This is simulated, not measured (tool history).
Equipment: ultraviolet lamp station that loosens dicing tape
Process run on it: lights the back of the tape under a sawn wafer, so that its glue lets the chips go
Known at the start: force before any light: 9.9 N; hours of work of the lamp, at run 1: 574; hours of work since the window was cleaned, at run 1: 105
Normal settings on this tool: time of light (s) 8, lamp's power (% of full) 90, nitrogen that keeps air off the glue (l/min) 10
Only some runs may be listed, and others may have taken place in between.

run,hour,time of light (s),lamp's power (% of full),nitrogen that keeps air off the glue (l/min),hours of work of the lamp,hours of work since the window was cleaned,force that peels the tape off (N),light that reached the tape (mJ/cm2)
1,0.0,8,90,10,574,105,0.964,279
2,29.7,8,90,12,591,122,0.868,277
3,57.8,8,90,10,607,138,0.998,270
4,83.3,8,90,10,622,153,0.991,271
5,130.1,8,90,10,649,180,0.983,266
6,158.2,8,90,10,666,196,1.027,268
7,209.7,8,90,10,695,226,1.060,266
8,255.1,8,90,10,722,252,1.089,266
9,304.2,8,90,10,750,281,1.069,259
10,332.5,8,90,10,767,297,1.099,260
11,385.2,8,90,10,797,328,1.142,255
12,414.4,8,90,10,814,345,1.122,260
13,469.4,8,64,10,846,377,2.092,179
# hour 504.2: window cleaned of glue's vapour
14,517.9,8,64,10,874,8,2.153,177
15,572.6,8,64,10,906,40,2.164,170
16,612.4,8,90,10,929,63,1.260,240
17,657.6,8,90,10,955,89,1.279,235
18,689.2,5,90,10,973,107,2.659,146
19,750.0,5,90,10,1008,143,2.691,143
20,806.1,6,90,10,1041,175,2.191,177
21,857.8,8,90,4,1071,205,2.522,230
# hour 868.4: window cleaned of glue's vapour, once more
22,893.4,12,97,10,1091,14,0.443,412
23,938.9,12,97,10,1118,41,0.419,399
24,971.4,8,74,19,1137,60,1.124,202
25,1014.0,8,74,19,1161,84,1.182,204
26,1054.8,7,90,8,1185,108,1.726,214
27,1116.3,7,90,8,1221,144,1.896,213
28,1169.9,11,90,4,1252,175,1.470,330
29,1198.7,6,90,10,1268,192,2.172,179
30,1251.3,12,95,10,1299,222,0.532,372
31,1297.2,12,95,10,1325,249,0.547,362

What does the tool deliver on the next run?
32,1325.7,15,90,10,1342,265,?,?

{"run 32": {"force that peels the tape off (N)": 0.391, "light that reached the tape (mJ/cm2)": 432}}
Were there no unlogged condition in the tool, this run, its random variation unchanged, would have produced force that peels the tape off (N) 0.241, light that reached the tape (mJ/cm2) 601.
